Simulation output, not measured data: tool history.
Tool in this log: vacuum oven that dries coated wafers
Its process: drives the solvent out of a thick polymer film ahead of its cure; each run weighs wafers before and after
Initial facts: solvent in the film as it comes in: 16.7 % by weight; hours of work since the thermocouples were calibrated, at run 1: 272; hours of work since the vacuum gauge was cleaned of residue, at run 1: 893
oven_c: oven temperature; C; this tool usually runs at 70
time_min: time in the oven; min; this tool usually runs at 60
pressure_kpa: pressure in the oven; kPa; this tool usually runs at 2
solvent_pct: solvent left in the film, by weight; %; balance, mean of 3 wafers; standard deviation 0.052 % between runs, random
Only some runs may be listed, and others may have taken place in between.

run	day	oven_c	time_min	pressure_kpa	hours of work since the thermocouples were calibrated	hours of work since the vacuum gauge was cleaned of residue	solvent_pct
1	0	70	60	2	272	893	1.43
2	4.621	70	60	2	361	981	1.53
3	9.458	70	60	2	453	1074	1.53
4	14.096	70	60	2	541	1162	1.55
5	17.317	70	60	2	603	1223	1.51
6	21.458	70	56	2	681	1302	1.71
# day 23.158: oven's thermocouples calibrated
7	24.312	70	56	3.56	22	1355	2.29
8	28.929	70	66	2	110	1443	1.35
9	31.225	70	60	2	154	1487	1.43
10	35.604	70	60	2	237	1570	1.46
11	37.983	70	34	2	283	1616	3.22
12	41.238	56	60	2	345	1678	5.77
13	45.35	56	60	2	423	1756	5.69
14	48.838	56	60	2	490	1823	5.67
15	51.108	56	60	2	533	1866	5.65
16	53.362	56	60	2.28	576	1909	5.92
# day 56.988: vacuum gauge cleaned of residue and calibrated
17	58	70	60	2	663	19	1.55
# day 60.9: oven's thermocouples calibrated
18	62.85	70	60	2	37	110	1.45
19	67.679	70	60	2	129	202	1.48
20	69.825	70	60	6.85	170	243	3.62
21	71.821	70	60	2	208	281	1.54
22	75.442	70	60	7.66	277	350	3.95
23	79.271	79	82	1.87	350	423	0.56
24	81.692	70	73	4.19	396	469	2.15
25	85.904	70	73	4.19	477	550	2.17
26	88.696	74	60	3.5	530	603	1.48
27	91.733	74	44	4.81	588	661	2.45
28	95.562	74	44	4.81	661	734	2.45
# day 98.488: oven's thermocouples calibrated
29	99.267	74	39	7.5	15	803	3.54
30	101.946	70	75	5.04	66	854	2.44
31	105.962	84	34	5.04	143	931	1.44
32	108.104	73	39	5.04	183	971	2.95
33	112.983	73	39	5.04	276	1064	2.97
34	115.812	73	39	5.04	330	1118	3.09
35	117.808	66	72	1.6	368	1156	1.64
36	120.279	66	72	1.6	415	1203	1.63
37	123.996	66	72	1.6	486	1274	1.68
38	127.058	84	38	3.55	545	1333	1.04
39	131.517	84	38	3.55	630	1418	1

Run 40, settings as shown, results not yet in. Your forecast:
40	134.342	70	92	3.23	684	1472	?

Run 40 produced solvent_pct 1.6 %.
Minus the tool's unlogged condition, the same run would have read solvent_pct 1.59 %.

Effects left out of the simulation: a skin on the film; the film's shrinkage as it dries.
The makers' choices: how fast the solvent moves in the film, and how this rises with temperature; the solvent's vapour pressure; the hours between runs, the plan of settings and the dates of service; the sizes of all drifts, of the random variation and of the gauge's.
